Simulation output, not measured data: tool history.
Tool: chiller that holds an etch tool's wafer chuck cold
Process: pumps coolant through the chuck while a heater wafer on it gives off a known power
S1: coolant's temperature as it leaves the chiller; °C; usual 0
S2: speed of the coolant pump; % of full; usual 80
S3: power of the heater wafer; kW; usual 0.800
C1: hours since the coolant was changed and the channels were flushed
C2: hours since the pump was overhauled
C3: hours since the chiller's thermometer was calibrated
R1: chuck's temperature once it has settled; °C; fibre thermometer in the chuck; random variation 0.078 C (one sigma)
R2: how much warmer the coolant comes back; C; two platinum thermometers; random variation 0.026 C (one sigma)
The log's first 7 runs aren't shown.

run 8 hour=463.5 | S1=0 S2=63 S3=0.800 | C1=5089 C2=1534 C3=688 | R1=7.96 R2=4.56
run 9 hour=498.2 | S1=0 S2=63 S3=0.800 | C1=5124 C2=1569 C3=723 | R1=7.88 R2=4.55
run 10 hour=563.8 | S1=0 S2=63 S3=0.800 | C1=5189 C2=1634 C3=789 | R1=7.81 R2=4.56
run 11 hour=641.3 | S1=0 S2=75 S3=0.800 | C1=5267 C2=1712 C3=866 | R1=6.79 R2=3.78
run 12 hour=683.9 | S1=0 S2=75 S3=0.912 | C1=5309 C2=1755 C3=909 | R1=7.67 R2=4.27
run 13 hour=738.2 | S1=0 S2=75 S3=0.912 | C1=5364 C2=1809 C3=963 | R1=7.89 R2=4.25
run 14 hour=821.1 | S1=0 S2=65 S3=0.912 | C1=5446 C2=1892 C3=1046 | R1=8.71 R2=5.03
run 15 hour=872.0 | S1=0 S2=65 S3=0.912 | C1=5497 C2=1943 C3=1097 | R1=8.92 R2=5.05
run 16 hour=941.5 | S1=0 S2=63 S3=0.800 | C1=5567 C2=2012 C3=1166 | R1=7.86 R2=4.57
run 17 hour=994.3 | S1=0 S2=72 S3=0.800 | C1=5620 C2=2065 C3=1219 | R1=7.27 R2=3.94
run 18 hour=1058.1 | S1=8 S2=74 S3=0.800 | C1=5683 C2=2129 C3=1283 | R1=14.87 R2=3.81
run 19 hour=1102.2 | S1=8 S2=74 S3=0.800 | C1=5728 C2=2173 C3=1327 | R1=15.01 R2=3.80
run 20 hour=1138.2 | S1=-5 S2=66 S3=0.993 | C1=5764 C2=2209 C3=1363 | R1=4.58 R2=5.40
run 21 hour=1203.5 | S1=-5 S2=66 S3=0.993 | C1=5829 C2=2274 C3=1428 | R1=4.30 R2=5.33
run 22 hour=1287.4 | S1=9 S2=73 S3=0.720 | C1=5913 C2=2358 C3=1512 | R1=15.44 R2=3.50
run 23 hour=1366.8 | S1=9 S2=73 S3=0.720 | C1=5992 C2=2437 C3=1592 | R1=15.32 R2=3.42
run 24 hour=1439.1 | S1=9 S2=73 S3=0.720 | C1=6064 C2=2510 C3=1664 | R1=15.39 R2=3.50
run 25 hour=1507.4 | S1=9 S2=73 S3=0.720 | C1=6133 C2=2578 C3=1732 | R1=15.39 R2=3.46
run 26 hour=1552.9 | S1=1 S2=83 S3=0.882 | C1=6178 C2=2623 C3=1778 | R1=8.19 R2=3.69
run 27 hour=1611.1 | S1=1 S2=83 S3=0.882 | C1=6237 C2=2682 C3=1836 | R1=8.19 R2=3.73
run 28 hour=1662.2 | S1=-3 S2=72 S3=0.716 | C1=6288 C2=2733 C3=1887 | R1=3.61 R2=3.49
run 29 hour=1722.6 | S1=-3 S2=72 S3=0.716 | C1=6348 C2=2793 C3=1948 | R1=3.62 R2=3.50
run 30 hour=1792.0 | S1=-3 S2=72 S3=0.716 | C1=6417 C2=2863 C3=2017 | R1=3.63 R2=3.54
run 31 hour=1841.0 | S1=-3 S2=72 S3=0.716 | C1=6466 C2=2912 C3=2066 | R1=3.43 R2=3.48
run 32 hour=1885.1 | S1=8 S2=79 S3=0.473 | C1=6510 C2=2956 C3=2110 | R1=12.14 R2=2.08

3 ways to go on from here, each from the tool as it stands after run 32. What would each give?
run A hour=1958.5 | S1=10 S2=80 S3=0.800 | C1=6584 C2=3029 C3=2183 | R1=? R2=?
run B hour=1958.5 | S1=-2 S2=93 S3=0.488 | C1=6584 C2=3029 C3=2183 | R1=? R2=?
run C hour=1958.5 | S1=-3 S2=80 S3=0.800 | C1=6584 C2=3029 C3=2183 | R1=? R2=?

run=A R1=16.73 R2=3.50
run=B R1=1.86 R2=1.81
run=C R1=3.78 R2=3.48
Without the tool's hidden state the same runs would have given:
run=A R1=16.32 R2=3.50
run=B R1=1.46 R2=1.81
run=C R1=3.38 R2=3.48

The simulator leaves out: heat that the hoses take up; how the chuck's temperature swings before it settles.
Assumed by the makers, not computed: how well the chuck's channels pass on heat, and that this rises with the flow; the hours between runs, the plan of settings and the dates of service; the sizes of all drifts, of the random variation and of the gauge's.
